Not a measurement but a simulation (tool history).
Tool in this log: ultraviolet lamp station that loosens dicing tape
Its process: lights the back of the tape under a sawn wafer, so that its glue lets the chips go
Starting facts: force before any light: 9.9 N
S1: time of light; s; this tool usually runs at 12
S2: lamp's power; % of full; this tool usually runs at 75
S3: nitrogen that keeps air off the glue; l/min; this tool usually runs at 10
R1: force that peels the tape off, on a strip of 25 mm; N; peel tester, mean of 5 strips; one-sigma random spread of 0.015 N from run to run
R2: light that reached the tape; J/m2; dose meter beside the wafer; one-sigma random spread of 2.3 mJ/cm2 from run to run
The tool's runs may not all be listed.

run 1 hour=0 | S1=12 S2=75 S3=10 | R1=1.589 R2=1540
run 2 hour=28.6 | S1=12 S2=75 S3=10 | R1=1.641 R2=1520
run 3 hour=63.6 | S1=12 S2=75 S3=3 | R1=3.44 R2=1490
run 4 hour=100.6 | S1=12 S2=75 S3=3 | R1=3.401 R2=1490
run 5 hour=130.5 | S1=12 S2=75 S3=3 | R1=3.415 R2=1420
run 6 hour=162.6 | S1=12 S2=75 S3=3 | R1=3.573 R2=1410
run 7 hour=190.6 | S1=12 S2=75 S3=3 | R1=3.654 R2=1420
run 8 hour=217.4 | S1=12 S2=75 S3=3 | R1=3.642 R2=1370
-- hour=238.8 window cleaned of glue's vapour
run 9 hour=259.3 | S1=12 S2=75 S3=3 | R1=3.123 R2=1610
run 10 hour=289.8 | S1=12 S2=75 S3=10 | R1=1.54 R2=1510
run 11 hour=346 | S1=12 S2=75 S3=10 | R1=1.599 R2=1530
run 12 hour=372.4 | S1=12 S2=75 S3=10 | R1=1.572 R2=1520
run 13 hour=404.6 | S1=12 S2=75 S3=10 | R1=1.788 R2=1500
run 14 hour=461.4 | S1=12 S2=86 S3=10 | R1=1.39 R2=1630
run 15 hour=517.1 | S1=12 S2=86 S3=10 | R1=1.445 R2=1610
run 16 hour=564.2 | S1=12 S2=67 S3=10 | R1=2.325 R2=1210
run 17 hour=597.9 | S1=12 S2=67 S3=10 | R1=2.344 R2=1170
run 18 hour=651.2 | S1=12 S2=67 S3=10 | R1=2.492 R2=1160
run 19 hour=705.8 | S1=12 S2=67 S3=10 | R1=2.521 R2=1110
run 20 hour=743.2 | S1=12 S2=67 S3=10 | R1=2.609 R2=1080
-- hour=774.8 lamp changed
run 21 hour=787.1 | S1=12 S2=67 S3=10 | R1=1.228 R2=1780
run 22 hour=833.2 | S1=12 S2=95 S3=20 | R1=0.324 R2=2420
run 23 hour=863 | S1=7 S2=92 S3=7 | R1=2.288 R2=1340
-- hour=918.9 window cleaned of glue's vapour
run 24 hour=918.9 | S1=7 S2=93 S3=3 | R1=3.17 R2=1630
run 25 hour=953.7 | S1=7 S2=93 S3=3 | R1=3.234 R2=1520
run 26 hour=985.9 | S1=12 S2=89 S3=10 | R1=0.549 R2=2550
run 27 hour=1019.2 | S1=12 S2=83 S3=10 | R1=0.707 R2=2350
run 28 hour=1054.3 | S1=12 S2=83 S3=10 | R1=0.693 R2=2250
run 29 hour=1081.3 | S1=22 S2=86 S3=8 | R1=0.199 R2=4340
run 30 hour=1133.7 | S1=21 S2=75 S3=6 | R1=0.434 R2=3480
run 31 hour=1167.5 | S1=7 S2=100 S3=19 | R1=1.045 R2=1570
run 32 hour=1192.5 | S1=22 S2=75 S3=6 | R1=0.386 R2=3540
run 33 hour=1236.2 | S1=22 S2=75 S3=6 | R1=0.434 R2=3510
run 34 hour=1265.8 | S1=12 S2=76 S3=4 | R1=2.167 R2=1900
run 35 hour=1312.3 | S1=15 S2=75 S3=14 | R1=0.535 R2=2310
run 36 hour=1345 | S1=8 S2=63 S3=4 | R1=4.379 R2=1020
run 37 hour=1389 | S1=8 S2=63 S3=4 | R1=4.507 R2=990
run 38 hour=1422.3 | S1=18 S2=70 S3=10 | R1=0.619 R2=2420
run 39 hour=1453.7 | S1=15 S2=72 S3=6 | R1=1.378 R2=2040

Each row is a separate what-if for the run after 39, all from the same tool condition, not one after another. Results?
run A hour=1486.2 | S1=16 S2=63 S3=9 | R1=? R2=?
run B hour=1486.2 | S1=9 S2=95 S3=10 | R1=? R2=?
run C hour=1486.2 | S1=12 S2=97 S3=10 | R1=? R2=?

run=A R1=1.154 R2=1890
run=B R1=1.423 R2=1560
run=C R1=0.815 R2=2170
Had the tool no hidden state, the same runs would have come out as:
run=A R1=0.578 R2=2580
run=B R1=0.755 R2=2140
run=C R1=0.381 R2=2960
